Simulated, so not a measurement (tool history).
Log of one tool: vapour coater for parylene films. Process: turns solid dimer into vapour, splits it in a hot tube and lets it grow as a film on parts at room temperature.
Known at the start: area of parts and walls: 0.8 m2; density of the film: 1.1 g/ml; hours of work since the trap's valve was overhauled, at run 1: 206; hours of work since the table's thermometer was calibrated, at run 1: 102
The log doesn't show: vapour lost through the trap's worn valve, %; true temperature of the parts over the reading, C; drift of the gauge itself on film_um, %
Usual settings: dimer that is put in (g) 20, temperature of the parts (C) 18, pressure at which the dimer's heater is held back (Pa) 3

run   hour  dimer that is put in (g)  temperature of the parts (C)  pressure at which the dimer's heater is held back (Pa)  hours of work since the trap's valve was overhauled  hours of work since the table's thermometer was calibrated  thickness of the film (nm)
  1      0                        20                            18                                                       3                                                  206                                                         102                       11780
  2   19.8                        20                            18                                                       3                                                  219                                                         115                       11620
  3   37.6                        20                            18                                                       3                                                  231                                                         127                       11540
  4   47.2                        20                            18                                                       3                                                  237                                                         133                       11700
  5   65.5                        20                            18                                                       3                                                  249                                                         145                       11340
      82.7  -- trap's valve overhauled
  6   85.8                        20                            26                                                       3                                                    2                                                         156                        9050
  7   96.9                        20                            26                                                       3                                                    9                                                         163                        9020
  8  110.8                        20                            26                                                       3                                                   18                                                         172                        8830
  9    127                        20                            26                                                       3                                                   29                                                         183                        8740
 10  148.9                        20                            26                                                       3                                                   43                                                         197                        8900
 11    165                        20                            26                                                       3                                                   54                                                         208                        8790
 12  179.3                        20                            15                                                       3                                                   63                                                         217                       14260
 13  190.3                         9                            26                                                       3                                                   70                                                         224                        3960
     192.5  -- table's thermometer calibrated
 14  214.5                        33                            14                                                       3                                                   86                                                          14                       23910
 15  234.6                        20                            26                                                    5.65                                                   99                                                          28                        7580
 16  245.5                        17                            27                                                    5.65                                                  106                                                          35                        6190
 17  257.7                        17                            27                                                    5.65                                                  114                                                          43                        6160
 18  269.1                        17                            27                                                    5.75                                                  121                                                          50                        6040
 19  288.7                        17                            27                                                    5.75                                                  134                                                          63                        6040
 20    300                        17                            27                                                    5.75                                                  142                                                          70                        6020
     313.6  -- table's thermometer calibrated, once more
 21  319.4                        12                            16                                                    6.61                                                  154                                                           4                        6770
 22    331                        18                            14                                                    4.53                                                  161                                                          11                       11700
 23  345.3                        18                            14                                                    4.53                                                  171                                                          21                       11670

5 ways to go on from here, each from the tool as it stands after run 23. What would each give?
  A  360.4                        13                            18                                                    4.08                                                  181                                                          31                           ?
  B  360.4                         8                            14                                                    4.53                                                  181                                                          31                           ?
  C  360.4                        13                            15                                                    3.51                                                  181                                                          31                           ?
  D  360.4                        13                            14                                                    5.93                                                  181                                                          31                           ?
  E  360.4                         8                            18                                                       3                                                  181                                                          31                           ?

run  thickness of the film (nm)
  A                        7280
  B                        5170
  C                        8700
  D                        8020
  E                        4780
Without the tool's hidden state the same runs would have given:
run  thickness of the film (nm)
  A                        7950
  B                        5640
  C                        9500
  D                        8760
  E                        5220

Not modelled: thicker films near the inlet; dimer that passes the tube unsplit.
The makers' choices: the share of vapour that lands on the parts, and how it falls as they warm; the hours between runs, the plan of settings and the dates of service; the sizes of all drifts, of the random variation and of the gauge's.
